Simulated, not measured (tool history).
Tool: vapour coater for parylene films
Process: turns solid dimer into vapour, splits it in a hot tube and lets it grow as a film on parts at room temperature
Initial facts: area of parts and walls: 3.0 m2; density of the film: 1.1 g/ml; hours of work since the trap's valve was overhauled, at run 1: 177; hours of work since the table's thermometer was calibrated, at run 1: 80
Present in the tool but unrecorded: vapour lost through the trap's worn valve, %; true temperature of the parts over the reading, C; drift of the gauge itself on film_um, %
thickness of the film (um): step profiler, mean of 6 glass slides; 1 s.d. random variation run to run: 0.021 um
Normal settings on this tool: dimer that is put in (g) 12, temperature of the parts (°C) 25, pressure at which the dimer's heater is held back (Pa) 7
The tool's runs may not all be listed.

run   hour  dimer that is put in (g)  temperature of the parts (°C)  pressure at which the dimer's heater is held back (Pa)  hours of work since the trap's valve was overhauled  hours of work since the table's thermometer was calibrated  thickness of the film (um)
  1      0                        12                             25                                                       7                                                  177                                                          80                        2.32
  2   24.2                        12                             25                                                    2.96                                                  196                                                          98                        2.66
  3     40                        12                             25                                                    2.96                                                  208                                                         110                        2.68
      59.7  -- trap's valve overhauled
  4   62.2                        12                             25                                                    2.96                                                    2                                                         124                        2.57
  5   77.6                        12                             25                                                    2.96                                                   14                                                         136                        2.52
  6   90.5                        12                             25                                                    2.96                                                   24                                                         146                        2.49
       118  -- trap's valve overhauled, once more
  7  121.4                         6                             25                                                       7                                                    3                                                         167                        1.31
  8  150.9                         6                             25                                                       7                                                   25                                                         189                        1.31
  9  179.7                         8                             25                                                       7                                                   47                                                         212                         1.7
 10  211.2                         8                             25                                                       7                                                   72                                                         236                        1.69
 11  236.6                         8                             25                                                       7                                                   91                                                         255                        1.64
 12  253.9                         8                             25                                                       7                                                  105                                                         269                        1.63
 13  267.1                         8                             25                                                       7                                                  115                                                         279                        1.62
 14    285                         8                             25                                                       7                                                  128                                                         292                         1.6
 15  310.3                         8                             25                                                       7                                                  148                                                         312                        1.56
 16    341                         5                             32                                                    7.59                                                  171                                                         336                        0.69
 17  355.3                        18                             32                                                   10.59                                                  182                                                         347                        2.25
 18  372.9                        18                             32                                                   10.59                                                  196                                                         360                        2.27
 19  385.5                        18                             32                                                   10.59                                                  206                                                         370                        2.26
 20  400.3                        18                             32                                                   10.59                                                  217                                                         381                        2.21
     407.6  -- trap's valve overhauled
 21  431.8                        15                             28                                                    4.47                                                   19                                                         402                        3.03
 22  460.7                        15                             32                                                    6.52                                                   41                                                         425                         2.3

Each row is a separate what-if for the run after 22, all from the same tool condition, not one after another. Results?
  A  478.4                        15                             32                                                    2.71                                                   54                                                         438                           ?
  B  478.4                        11                             33                                                       7                                                   54                                                         438                           ?
  C  478.4                        10                             21                                                    2.68                                                   54                                                         438                           ?

run  thickness of the film (um)
  A                        2.65
  B                        1.55
  C                        2.83
Without the tool's unlogged condition, the same runs would have read:
run  thickness of the film (um)
  A                        2.77
  B                        1.62
  C                        2.96
